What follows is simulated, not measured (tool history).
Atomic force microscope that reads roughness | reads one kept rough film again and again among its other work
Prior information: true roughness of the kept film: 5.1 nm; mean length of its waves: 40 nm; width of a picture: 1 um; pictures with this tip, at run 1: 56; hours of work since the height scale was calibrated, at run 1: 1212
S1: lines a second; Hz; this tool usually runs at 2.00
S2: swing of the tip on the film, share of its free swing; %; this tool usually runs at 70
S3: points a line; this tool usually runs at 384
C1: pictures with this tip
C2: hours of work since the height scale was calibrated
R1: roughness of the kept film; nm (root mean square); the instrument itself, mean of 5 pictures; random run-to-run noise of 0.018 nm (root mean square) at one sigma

run	hour	S1	S2	S3	C1	C2	R1
1	0.0	2.00	70	384	56	1212	3.969
# hour 13.9: new tip fitted
2	37.8	2.00	70	384	43	1233	4.065
# hour 59.9: new tip fitted
3	73.4	2.00	70	384	24	1253	4.090
# hour 105.2: new tip fitted
4	119.6	2.00	70	337	25	1279	4.121
# hour 150.7: new tip fitted
5	171.1	2.00	70	337	36	1308	4.049
# hour 197.2: new tip fitted
6	219.7	2.00	70	337	41	1335	4.013
# hour 241.3: new tip fitted
7	258.2	2.00	70	337	30	1357	4.087
# hour 263.6: height scale calibrated on a step standard
# hour 288.1: new tip fitted
8	288.1	0.54	79	743	0	14	4.421
9	330.2	0.54	65	743	76	38	4.233
# hour 335.2: new tip fitted
10	376.1	2.31	55	384	74	63	4.134

Hidden condition of the tool, last listed run before each entry between runs versus first listed run after:
Between runs 1 and 2: new tip fitted (hour 13.9)
  radius of the tip, nm: 10.3 -> 9; height scale over the true one, %: -2.02 -> -2.05
  measured value less the no-hidden-state value, R1: -0.334 -> -0.279 nm (root mean square)
Between runs 2 and 3: new tip fitted (hour 59.9)
  radius of the tip, nm: 9 -> 7.5; height scale over the true one, %: -2.05 -> -2.08
  measured value less the no-hidden-state value, R1: -0.279 -> -0.211 nm (root mean square)
Between runs 3 and 4: new tip fitted (hour 105.2)
  radius of the tip, nm: 7.5 -> 7.1; height scale over the true one, %: -2.08 -> -2.13
  measured value less the no-hidden-state value, R1: -0.211 -> -0.193 nm (root mean square)
Between runs 4 and 5: new tip fitted (hour 150.7)
  radius of the tip, nm: 7.1 -> 8.3; height scale over the true one, %: -2.13 -> -2.17
  measured value less the no-hidden-state value, R1: -0.193 -> -0.253 nm (root mean square)
Between runs 5 and 6: new tip fitted (hour 197.2)
  radius of the tip, nm: 8.3 -> 8.8; height scale over the true one, %: -2.17 -> -2.22
  measured value less the no-hidden-state value, R1: -0.253 -> -0.274 nm (root mean square)
Between runs 6 and 7: new tip fitted (hour 241.3)
  radius of the tip, nm: 8.8 -> 7.5; height scale over the true one, %: -2.22 -> -2.25
  measured value less the no-hidden-state value, R1: -0.274 -> -0.220 nm (root mean square)
Between runs 7 and 8: height scale calibrated on a step standard (hour 263.6); new tip fitted (hour 288.1)
  radius of the tip, nm: 7.5 -> 5.3; height scale over the true one, %: -2.25 -> -2.69
  measured value less the no-hidden-state value, R1: -0.220 -> -0.138 nm (root mean square)
Between runs 9 and 10: new tip fitted (hour 335.2)
  radius of the tip, nm: 11.6 -> 11.2; height scale over the true one, %: -2.73 -> -2.77
  measured value less the no-hidden-state value, R1: -0.458 -> -0.428 nm (root mean square)

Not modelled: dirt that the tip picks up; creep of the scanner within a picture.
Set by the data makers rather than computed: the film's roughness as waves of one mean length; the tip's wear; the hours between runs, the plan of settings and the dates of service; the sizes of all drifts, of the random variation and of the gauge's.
